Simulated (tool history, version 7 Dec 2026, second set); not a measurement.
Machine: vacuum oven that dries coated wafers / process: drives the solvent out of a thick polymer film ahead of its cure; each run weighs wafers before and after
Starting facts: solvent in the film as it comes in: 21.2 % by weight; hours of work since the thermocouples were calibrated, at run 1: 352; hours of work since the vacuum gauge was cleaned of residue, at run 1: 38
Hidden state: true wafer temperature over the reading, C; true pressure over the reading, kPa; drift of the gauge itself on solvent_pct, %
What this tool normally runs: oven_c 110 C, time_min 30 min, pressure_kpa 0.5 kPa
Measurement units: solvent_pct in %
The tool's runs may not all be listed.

run    hour  oven_c  time_min  pressure_kpa  hours of work since the thermocouples were calibrated  hours of work since the vacuum gauge was cleaned of residue  solvent_pct
  1       0     110        30           0.5                                                    352                                                           38         4.74
  2    74.1     125        30           0.5                                                    382                                                           68         1.73
  3   133.6     125        30           0.5                                                    406                                                           92         1.72
  4   211.8     110        30           0.5                                                    438                                                          124         4.75
  5   318.5     110        30           0.5                                                    481                                                          167         4.73
  6   408.6     110        30           0.5                                                    518                                                          204         4.77
  7   492.9     114        30           0.5                                                    552                                                          238          3.8
  8   575.6     106        34           0.5                                                    585                                                          271         4.99
      582.5  -- vacuum gauge cleaned of residue and calibrated
  9     675     101        37           0.5                                                    625                                                           38          5.8
 10   788.5     101        37           0.5                                                    671                                                           84          5.8
 11   901.3     101        37           0.5                                                    717                                                          129         5.87
 12   984.4     116        15           0.5                                                    750                                                          163         7.35
 13  1032.8     116        52         0.885                                                    770                                                          183         1.45

Each row is a separate what-if for the run after 13, all from the same tool condition, not one after another. Results?
  A  1118.8     110        46           0.5                                                    805                                                          217            ?
  B  1118.8     110        34           0.5                                                    805                                                          217            ?
  C  1118.8     116        40         0.885                                                    805                                                          217            ?

run  solvent_pct
  A          2.5
  B         3.99
  C         2.19
With no hidden state in the tool, these same runs would have given:
run  solvent_pct
  A         2.52
  B         4.05
  C         2.21
